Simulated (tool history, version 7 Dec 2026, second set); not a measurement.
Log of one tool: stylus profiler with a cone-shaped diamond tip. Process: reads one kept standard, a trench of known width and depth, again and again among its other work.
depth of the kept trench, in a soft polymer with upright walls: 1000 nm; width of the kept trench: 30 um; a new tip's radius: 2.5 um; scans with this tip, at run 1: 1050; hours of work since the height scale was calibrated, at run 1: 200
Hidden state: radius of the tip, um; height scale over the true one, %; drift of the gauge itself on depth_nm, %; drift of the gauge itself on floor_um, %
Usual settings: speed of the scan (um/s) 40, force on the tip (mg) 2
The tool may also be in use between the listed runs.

run    hour  speed of the scan (um/s)  force on the tip (mg)  scans with this tip  hours of work since the height scale was calibrated  depth of the trench (nm)  width of the trench's floor (µm)
  1       0                        40                      2                 1050                                                  200                   1009.15                             25.45
  2      29                        40                      2                 1144                                                  218                   1009.29                              25.4
  3    80.5                        40                   1.12                 1310                                                  250                   1006.47                             25.34
  4   110.9                        16                      2                 1409                                                  269                   1009.48                             25.55
  5   140.4                        16                   1.81                 1504                                                  287                    1008.9                             25.54
  6   189.7                        16                   1.81                 1664                                                  317                   1008.95                             25.44
  7   224.5                        16                   1.81                 1776                                                  339                   1008.93                             25.43
  8   263.7                        40                   4.02                 1903                                                  363                   1015.44                             25.33
  9   291.7                        40                   4.02                 1994                                                  380                   1015.03                             25.35
 10   336.7                        40                   4.02                 2140                                                  408                   1015.35                             25.28
 11   375.2                        40                   4.02                 2264                                                  432                   1015.17                             25.32
 12     420                        33                      2                 2409                                                  459                   1010.35                             25.19
 13   447.5                        33                      2                 2498                                                  476                   1009.93                              25.2
 14   477.8                        40                   2.08                 2596                                                  495                   1010.42                             25.11
 15   506.3                        40                   2.08                 2689                                                  513                   1010.47                             25.14
 16   551.1                        40                   2.08                 2834                                                  540                   1010.61                             25.05
 17   601.3                        40                   2.08                 2996                                                  571                   1010.49                             25.04
 18   639.8                        40                      2                 3121                                                  595                   1010.35                             24.99
 19   667.3                        40                      2                 3210                                                  612                    1010.1                             25.03
 20   695.5                        40                   3.71                 3301                                                  629                   1014.85                             25.06
 21   730.3                        40                   4.31                 3414                                                  651                   1016.64                             25.08
 22   780.7                        40                   2.25                 3577                                                  682                   1011.47                             24.98
 23   821.2                        41                   2.25                 3708                                                  707                   1011.36                             24.95
 24     861                        46                   0.86                 3837                                                  732                   1007.09                             24.68
 25     908                        40                   2.61                 3989                                                  761                   1012.57                             24.91
 26   956.3                        40                   2.61                 4145                                                  790                   1012.83                             24.86
 27   996.6                       121                   3.99                 4276                                                  815                   1016.57                             24.46
 28  1045.2                        23                   1.27                 4433                                                  845                   1008.65                             24.89
 29  1078.2                        23                   1.27                 4540                                                  866                   1009.12                             24.88
 30  1100.4                        57                   0.84                 4612                                                  879                   1006.93                             24.43
 31  1130.9                        48                      1                 4710                                                  898                   1007.68                             24.55
 32  1180.8                       124                   4.19                 4872                                                  929                   1017.34                             24.39
 33  1228.9                       116                   4.08                 5028                                                  959                   1016.66                             24.43
 34  1254.2                        54                   3.34                 5110                                                  974                    1015.1                              24.7
 35  1277.6                        26                   3.23                 5185                                                  989                   1014.61                             24.75
 36  1311.3                        26                   3.23                 5294                                                 1010                   1014.91                             24.67
 37  1359.7                        68                    4.4                 5451                                                 1039                   1018.01                             24.55
 38  1412.2                        13                   1.04                 5621                                                 1072                    1008.5                             24.76
 39  1444.6                        22                   0.74                 5726                                                 1092                   1007.41                             24.62
 40  1486.8                        15                   3.92                 5862                                                 1118                   1016.85                             24.69
 41  1526.4                        15                   3.92                 5991                                                 1142                   1017.03                             24.68
 42  1567.7                        12                      2                 6124                                                 1168                   1012.11                             24.68
 43  1616.8                        28                   1.12                 6283                                                 1198                   1009.41                             24.42
 44  1641.6                        38                      2                 6364                                                 1213                   1012.27                             24.42
 45  1688.8                        40                   5.59                 6516                                                 1243                   1021.08                             24.51
 46  1721.8                        16                      2                 6623                                                 1263                    1012.3                             24.52

Forecast each of these 4 alternatives for the next run:
  A  1753                        18                   2.52                 6724                                                 1282                         ?                                 ?
  B  1753                        16                   1.36                 6724                                                 1282                         ?                                 ?
  C  1753                        71                      2                 6724                                                 1282                         ?                                 ?
  D  1753                        16                   2.08                 6724                                                 1282                         ?                                 ?

run  depth of the trench (nm)  width of the trench's floor (µm)
  A                   1013.59                             24.55
  B                   1010.14                             24.56
  C                   1012.27                             24.14
  D                    1012.8                             24.51
Without the tool's hidden state the same runs would have given:
run  depth of the trench (nm)  width of the trench's floor (µm)
  A                   1010.24                              25.9
  B                    1006.8                             25.91
  C                   1008.92                             25.49
  D                   1009.45                             25.86
